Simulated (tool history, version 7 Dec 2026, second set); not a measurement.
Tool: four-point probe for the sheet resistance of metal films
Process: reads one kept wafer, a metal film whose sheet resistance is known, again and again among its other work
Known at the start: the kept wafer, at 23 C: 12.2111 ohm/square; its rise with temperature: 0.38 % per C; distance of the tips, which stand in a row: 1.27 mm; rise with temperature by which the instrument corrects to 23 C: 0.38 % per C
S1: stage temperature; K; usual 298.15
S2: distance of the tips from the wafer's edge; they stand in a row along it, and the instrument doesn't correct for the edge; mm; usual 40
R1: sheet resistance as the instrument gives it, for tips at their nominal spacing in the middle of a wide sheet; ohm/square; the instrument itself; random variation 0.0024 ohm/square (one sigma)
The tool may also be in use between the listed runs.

{"run": 1, "day": 0.0, "S1": 298.15, "S2": 40, "R1": 12.077109}
{"run": 2, "day": 0.679, "S1": 298.15, "S2": 40, "R1": 12.071615}
{"run": 3, "day": 1.967, "S1": 298.15, "S2": 40, "R1": 12.070997}
{"run": 4, "day": 2.692, "S1": 298.15, "S2": 40, "R1": 12.064721}
{"run": 5, "day": 3.771, "S1": 298.15, "S2": 40, "R1": 12.063462}
{"run": 6, "day": 4.621, "S1": 298.15, "S2": 40, "R1": 12.059039}
{"run": 7, "day": 5.354, "S1": 298.15, "S2": 40, "R1": 12.058517}
{"run": 8, "day": 6.408, "S1": 298.15, "S2": 40, "R1": 12.054867}
{"run": 9, "day": 7.804, "S1": 298.15, "S2": 40, "R1": 12.050063}
{"run": 10, "day": 8.375, "S1": 304.15, "S2": 40, "R1": 12.049859}
{"run": 11, "day": 9.55, "S1": 295.15, "S2": 40, "R1": 12.038518}
{"run": 12, "day": 10.408, "S1": 293.15, "S2": 40, "R1": 12.032118}
{"run": 13, "day": 11.529, "S1": 298.15, "S2": 4, "R1": 12.643208}
{"run": 14, "day": 12.538, "S1": 298.15, "S2": 4, "R1": 12.639469}
{"run": 15, "day": 13.754, "S1": 298.15, "S2": 4, "R1": 12.63846}
{"run": 16, "day": 15.021, "S1": 298.15, "S2": 4, "R1": 12.629435}
{"day": 15.446, "done": "new probe head fitted"}
{"run": 17, "day": 16.162, "S1": 298.15, "S2": 4, "R1": 12.808473}
{"run": 18, "day": 17.358, "S1": 298.15, "S2": 4, "R1": 12.802065}
{"run": 19, "day": 18.15, "S1": 298.15, "S2": 40, "R1": 12.182353}
{"day": 18.996, "done": "stage's thermometer calibrated"}
{"run": 20, "day": 19.075, "S1": 298.15, "S2": 40, "R1": 12.192499}
{"run": 21, "day": 20.283, "S1": 298.15, "S2": 40, "R1": 12.19285}
{"run": 22, "day": 21.525, "S1": 298.15, "S2": 40, "R1": 12.183368}
{"run": 23, "day": 22.388, "S1": 298.15, "S2": 40, "R1": 12.184229}
{"run": 24, "day": 23.567, "S1": 299.15, "S2": 58, "R1": 12.18061}
{"run": 25, "day": 24.371, "S1": 299.15, "S2": 58, "R1": 12.173715}
{"run": 26, "day": 25.529, "S1": 295.15, "S2": 20, "R1": 12.185234}
{"run": 27, "day": 26.646, "S1": 296.15, "S2": 6, "R1": 12.447991}
{"run": 28, "day": 27.871, "S1": 303.15, "S2": 15, "R1": 12.208859}
{"run": 29, "day": 29.125, "S1": 303.15, "S2": 15, "R1": 12.20223}
{"run": 30, "day": 29.817, "S1": 301.15, "S2": 6, "R1": 12.439195}
{"run": 31, "day": 30.496, "S1": 301.15, "S2": 6, "R1": 12.431401}
{"run": 32, "day": 31.592, "S1": 301.15, "S2": 13, "R1": 12.207093}
{"run": 33, "day": 32.85, "S1": 302.15, "S2": 40, "R1": 12.150532}
{"run": 34, "day": 34.208, "S1": 297.15, "S2": 5, "R1": 12.537881}
{"run": 35, "day": 35.5, "S1": 294.15, "S2": 16, "R1": 12.163403}
{"run": 36, "day": 36.583, "S1": 306.15, "S2": 9, "R1": 12.260639}
{"run": 37, "day": 37.208, "S1": 306.15, "S2": 9, "R1": 12.25492}
{"run": 38, "day": 38.158, "S1": 294.15, "S2": 3, "R1": 13.168408}
{"run": 39, "day": 39.004, "S1": 298.15, "S2": 29, "R1": 12.121286}
{"run": 40, "day": 40.358, "S1": 298.15, "S2": 29, "R1": 12.123033}
{"run": 41, "day": 41.354, "S1": 298.15, "S2": 18, "R1": 12.13751}
{"run": 42, "day": 42.308, "S1": 298.15, "S2": 18, "R1": 12.126703}
{"run": 43, "day": 43.388, "S1": 298.15, "S2": 18, "R1": 12.128732}
{"run": 44, "day": 44.679, "S1": 298.15, "S2": 18, "R1": 12.127227}

Hidden state or all else? Some run-to-run changes of R1, split into what the settings, what came in and random variation would give without the hidden state, and what is left for the hidden state (with any gauge scatter that isn't in both results):
The hidden state here: inner tips' distance over the nominal, %; tips' flats over new ones', %; wafer's true temperature over the reading, C; drift of the gauge itself on sheet_ohm, %.
Run 12 -> 13: S1 293.15 -> 298.15, S2 40 -> 4. R1 +0.61109 ohm/square: hidden state -0.01242, all else +0.62351.
Run 16 -> 17: new probe head fitted. R1 +0.179038 ohm/square: hidden state +0.177039, all else +0.001999.
Run 18 -> 19: S2 4 -> 40. R1 -0.619712 ohm/square: hidden state -0.001134, all else -0.618578.
Run 19 -> 20: stage's thermometer calibrated. R1 +0.010146 ohm/square: hidden state +0.013159, all else -0.003013.
Run 37 -> 38: S1 306.15 -> 294.15, S2 9 -> 3. R1 +0.913488 ohm/square: hidden state -0.010305, all else +0.923793.
Run 38 -> 39: S1 294.15 -> 298.15, S2 3 -> 29. R1 -1.047122 ohm/square: hidden state +0.004266, all else -1.051388.
